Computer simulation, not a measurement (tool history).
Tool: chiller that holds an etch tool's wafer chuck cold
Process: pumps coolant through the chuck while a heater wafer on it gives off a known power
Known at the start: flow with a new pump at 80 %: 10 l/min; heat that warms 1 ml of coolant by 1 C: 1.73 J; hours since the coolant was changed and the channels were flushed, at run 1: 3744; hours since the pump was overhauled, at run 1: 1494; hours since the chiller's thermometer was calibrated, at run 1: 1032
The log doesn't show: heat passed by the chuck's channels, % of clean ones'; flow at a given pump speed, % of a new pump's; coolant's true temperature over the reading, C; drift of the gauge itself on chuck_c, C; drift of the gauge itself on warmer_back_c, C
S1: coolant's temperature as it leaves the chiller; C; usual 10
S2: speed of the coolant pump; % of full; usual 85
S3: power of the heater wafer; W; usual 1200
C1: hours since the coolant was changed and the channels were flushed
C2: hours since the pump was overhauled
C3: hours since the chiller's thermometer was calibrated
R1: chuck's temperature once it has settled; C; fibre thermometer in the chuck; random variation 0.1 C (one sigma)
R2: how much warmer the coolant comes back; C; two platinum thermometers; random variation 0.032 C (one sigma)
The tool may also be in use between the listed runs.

{"run": 1, "hour": 0.0, "S1": 10, "S2": 85, "S3": 1200, "C1": 3744, "C2": 1494, "C3": 1032, "R1": 19.1, "R2": 3.9}
{"run": 2, "hour": 37.6, "S1": 10, "S2": 85, "S3": 1200, "C1": 3781, "C2": 1531, "C3": 1069, "R1": 19.1, "R2": 3.88}
{"run": 3, "hour": 108.1, "S1": 10, "S2": 85, "S3": 1200, "C1": 3852, "C2": 1602, "C3": 1140, "R1": 19.2, "R2": 3.86}
{"run": 4, "hour": 167.1, "S1": 10, "S2": 82, "S3": 1200, "C1": 3911, "C2": 1661, "C3": 1199, "R1": 19.5, "R2": 4}
{"run": 5, "hour": 224.2, "S1": 10, "S2": 82, "S3": 1200, "C1": 3968, "C2": 1718, "C3": 1256, "R1": 19.5, "R2": 3.99}
{"run": 6, "hour": 265.8, "S1": 10, "S2": 82, "S3": 1200, "C1": 4009, "C2": 1759, "C3": 1297, "R1": 19.3, "R2": 4.01}
{"run": 7, "hour": 310.4, "S1": 10, "S2": 82, "S3": 1707, "C1": 4054, "C2": 1804, "C3": 1342, "R1": 23.6, "R2": 5.79}
{"run": 8, "hour": 352.6, "S1": 10, "S2": 82, "S3": 1707, "C1": 4096, "C2": 1846, "C3": 1384, "R1": 23.3, "R2": 5.69}
{"run": 9, "hour": 401.6, "S1": 10, "S2": 82, "S3": 1707, "C1": 4145, "C2": 1895, "C3": 1433, "R1": 23.5, "R2": 5.73}
{"run": 10, "hour": 440.4, "S1": 10, "S2": 82, "S3": 1707, "C1": 4184, "C2": 1934, "C3": 1472, "R1": 23.5, "R2": 5.7}
{"run": 11, "hour": 491.5, "S1": 10, "S2": 82, "S3": 1707, "C1": 4235, "C2": 1985, "C3": 1523, "R1": 23.3, "R2": 5.67}
{"run": 12, "hour": 558.4, "S1": 10, "S2": 82, "S3": 1707, "C1": 4302, "C2": 2052, "C3": 1590, "R1": 23.5, "R2": 5.69}
{"run": 13, "hour": 592.4, "S1": 10, "S2": 63, "S3": 1707, "C1": 4336, "C2": 2086, "C3": 1624, "R1": 25.8, "R2": 7.55}
{"run": 14, "hour": 658.3, "S1": 10, "S2": 63, "S3": 1707, "C1": 4402, "C2": 2152, "C3": 1690, "R1": 25.7, "R2": 7.57}
{"run": 15, "hour": 712.6, "S1": 10, "S2": 85, "S3": 1200, "C1": 4456, "C2": 2206, "C3": 1744, "R1": 19.2, "R2": 3.75}
{"run": 16, "hour": 746.4, "S1": 10, "S2": 72, "S3": 1200, "C1": 4490, "C2": 2240, "C3": 1778, "R1": 20.4, "R2": 4.48}
{"run": 17, "hour": 808.6, "S1": 10, "S2": 73, "S3": 1122, "C1": 4552, "C2": 2302, "C3": 1840, "R1": 19.5, "R2": 4.21}
{"run": 18, "hour": 856.7, "S1": 4, "S2": 88, "S3": 953, "C1": 4600, "C2": 2350, "C3": 1888, "R1": 11.3, "R2": 2.87}
{"run": 19, "hour": 896.5, "S1": 4, "S2": 88, "S3": 1220, "C1": 4640, "C2": 2390, "C3": 1928, "R1": 13, "R2": 3.68}
{"run": 20, "hour": 953.6, "S1": 10, "S2": 85, "S3": 816, "C1": 4697, "C2": 2447, "C3": 1985, "R1": 16.2, "R2": 2.47}
{"run": 21, "hour": 1017.8, "S1": 10, "S2": 85, "S3": 816, "C1": 4761, "C2": 2511, "C3": 2049, "R1": 16.3, "R2": 2.47}
{"run": 22, "hour": 1052.3, "S1": 19, "S2": 82, "S3": 1560, "C1": 4796, "C2": 2546, "C3": 2084, "R1": 31.4, "R2": 5.17}
{"run": 23, "hour": 1112.6, "S1": 10, "S2": 71, "S3": 1302, "C1": 4856, "C2": 2606, "C3": 2144, "R1": 21.1, "R2": 4.85}
{"run": 24, "hour": 1150.5, "S1": 3, "S2": 61, "S3": 1200, "C1": 4894, "C2": 2644, "C3": 2182, "R1": 14.3, "R2": 5.38}
{"run": 25, "hour": 1220.7, "S1": 3, "S2": 72, "S3": 1200, "C1": 4964, "C2": 2714, "C3": 2252, "R1": 13.1, "R2": 4.47}
{"run": 26, "hour": 1268.9, "S1": 3, "S2": 72, "S3": 1200, "C1": 5012, "C2": 2762, "C3": 2300, "R1": 13.1, "R2": 4.46}
{"run": 27, "hour": 1316.8, "S1": 12, "S2": 72, "S3": 1378, "C1": 5060, "C2": 2810, "C3": 2348, "R1": 23.6, "R2": 5.11}
{"hour": 1344.8, "done": "gauge calibrated"}
{"run": 28, "hour": 1366.6, "S1": 12, "S2": 80, "S3": 1200, "C1": 5110, "C2": 2860, "C3": 2398, "R1": 21.7, "R2": 4.21}
{"run": 29, "hour": 1424.3, "S1": 17, "S2": 61, "S3": 1346, "C1": 5168, "C2": 2918, "C3": 2456, "R1": 29.7, "R2": 6.27}
{"run": 30, "hour": 1469.6, "S1": 10, "S2": 82, "S3": 1260, "C1": 5213, "C2": 2963, "C3": 2501, "R1": 19.8, "R2": 4.25}
{"run": 31, "hour": 1540.4, "S1": 20, "S2": 91, "S3": 1200, "C1": 5284, "C2": 3034, "C3": 2572, "R1": 28.8, "R2": 3.6}

Forecast each of these 4 alternatives for the next run:
{"run": "A", "hour": 1604.2, "S1": 7, "S2": 91, "S3": 1145, "C1": 5348, "C2": 3098, "C3": 2636, "R1": "?", "R2": "?"}
{"run": "B", "hour": 1604.2, "S1": 19, "S2": 77, "S3": 1014, "C1": 5348, "C2": 3098, "C3": 2636, "R1": "?", "R2": "?"}
{"run": "C", "hour": 1604.2, "S1": 0, "S2": 79, "S3": 601, "C1": 5348, "C2": 3098, "C3": 2636, "R1": "?", "R2": "?"}
{"run": "D", "hour": 1604.2, "S1": 13, "S2": 72, "S3": 628, "C1": 5348, "C2": 3098, "C3": 2636, "R1": "?", "R2": "?"}

run=A R1=15.5 R2=3.47
run=B R1=27.4 R2=3.61
run=C R1=4.8 R2=2.08
run=D R1=18.4 R2=2.35
Without the tool's hidden state the same runs would have given:
run=A R1=15.5 R2=3.51
run=B R1=27.4 R2=3.65
run=C R1=4.7 R2=2.12
run=D R1=18.4 R2=2.4
